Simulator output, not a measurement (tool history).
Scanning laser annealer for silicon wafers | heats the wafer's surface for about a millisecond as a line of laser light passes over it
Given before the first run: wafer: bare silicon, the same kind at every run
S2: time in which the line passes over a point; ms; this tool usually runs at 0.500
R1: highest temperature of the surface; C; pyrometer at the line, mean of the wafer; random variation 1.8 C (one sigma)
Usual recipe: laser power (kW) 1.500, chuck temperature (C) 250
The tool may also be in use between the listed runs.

Run 1, hour 0.0: usual settings. Result: R1 1068 C.
Run 2, hour 26.7: usual settings. Result: R1 1063 C.
Run 3, hour 71.0: usual settings. Result: R1 1058 C.
Run 4, hour 96.2: usual settings. Result: R1 1060 C.
Run 5, hour 133.8: usual settings. Result: R1 1052 C.
Run 6, hour 171.1: usual settings. Result: R1 1051 C.
Run 7, hour 203.7: usual settings. Result: R1 1055 C.
Run 8, hour 250.8: usual settings. Result: R1 1048 C.
Run 9, hour 286.2: usual settings. Result: R1 1048 C.
Run 10, hour 341.1: usual settings. Result: R1 1042 C.
Run 11, hour 383.2: usual settings. Result: R1 1039 C.
Run 12, hour 437.6: usual settings. Result: R1 1032 C.
Run 13, hour 491.3: usual settings. Result: R1 1030 C.
At hour 521.7: window over the wafer cleaned.
Run 14, hour 538.7: usual settings. Result: R1 1064 C.
Run 15, hour 581.2: usual settings but S2 0.581 ms. Result: R1 1137 C.
Run 16, hour 627.2: usual settings but S2 0.581 ms. Result: R1 1133 C.
Run 17, hour 650.5: usual settings. Result: R1 1059 C.
Run 18, hour 692.1: usual settings but laser power (kW) 1.365, chuck temperature (C) 246. Result: R1 973 C.
Run 19, hour 745.9: usual settings but laser power (kW) 1.282, S2 0.384 ms, chuck temperature (C) 215. Result: R1 798 C.
Run 20, hour 778.2: usual settings but laser power (kW) 1.354, S2 0.599 ms, chuck temperature (C) 264. Result: R1 1064 C.
Run 21, hour 829.0: usual settings but laser power (kW) 1.620, S2 0.356 ms, chuck temperature (C) 244. Result: R1 946 C.
Run 22, hour 853.7: usual settings but laser power (kW) 1.305, S2 0.356 ms, chuck temperature (C) 244. Result: R1 803 C.
Run 23, hour 882.1: usual settings but laser power (kW) 1.305, S2 0.356 ms, chuck temperature (C) 244. Result: R1 803 C.
Run 24, hour 916.7: usual settings but laser power (kW) 1.311, S2 0.356 ms, chuck temperature (C) 271. Result: R1 835 C.
Run 25, hour 941.8: usual settings but laser power (kW) 1.311, S2 0.356 ms, chuck temperature (C) 271. Result: R1 828 C.
Run 26, hour 984.4: usual settings but laser power (kW) 1.459, S2 0.463 ms, chuck temperature (C) 245. Result: R1 973 C.
Run 27, hour 1018.3: usual settings but S2 0.544 ms, chuck temperature (C) 237. Result: R1 1062 C.
Run 28, hour 1052.9: usual settings but laser power (kW) 1.289, S2 0.503 ms, chuck temperature (C) 267. Result: R1 933 C.
At hour 1098.5: optics aligned, line set to its width.
Run 29, hour 1098.5: usual settings but laser power (kW) 1.436, S2 0.372 ms, chuck temperature (C) 237. Result: R1 865 C.
Run 30, hour 1155.6: usual settings but laser power (kW) 1.459, S2 0.538 ms, chuck temperature (C) 237. Result: R1 1031 C.
At hour 1163.9: window over the wafer cleaned.
Run 31, hour 1192.9: usual settings but laser power (kW) 1.459, S2 0.538 ms, chuck temperature (C) 237. Result: R1 1072 C.
Run 32, hour 1236.0: usual settings but laser power (kW) 1.632, S2 0.400 ms, chuck temperature (C) 260. Result: R1 1038 C.
Run 33, hour 1291.9: usual settings but S2 0.350 ms. Result: R1 906 C.
Run 34, hour 1333.2: usual settings but S2 0.350 ms. Result: R1 902 C.

Forecast each of these 5 alternatives for the next run:
Run A, hour 1363.1: usual settings but laser power (kW) 1.497. Result: R1 ?.
Run B, hour 1363.1: usual settings but laser power (kW) 1.566, S2 0.367 ms, chuck temperature (C) 272. Result: R1 ?.
Run C, hour 1363.1: usual settings but laser power (kW) 1.355, chuck temperature (C) 271. Result: R1 ?.
Run D, hour 1363.1: usual settings but laser power (kW) 1.509, S2 0.505 ms, chuck temperature (C) 267. Result: R1 ?.
Run E, hour 1363.1: usual settings but laser power (kW) 1.400, S2 0.391 ms, chuck temperature (C) 261. Result: R1 ?.

run    R1
  A  1053
  B   970
  C   993
  D  1083
  E   909
Stripped of hidden state, with their random variation kept, the same runs would have yielded:
run    R1
  A  1074
  B   989
  C  1013
  D  1105
  E   926

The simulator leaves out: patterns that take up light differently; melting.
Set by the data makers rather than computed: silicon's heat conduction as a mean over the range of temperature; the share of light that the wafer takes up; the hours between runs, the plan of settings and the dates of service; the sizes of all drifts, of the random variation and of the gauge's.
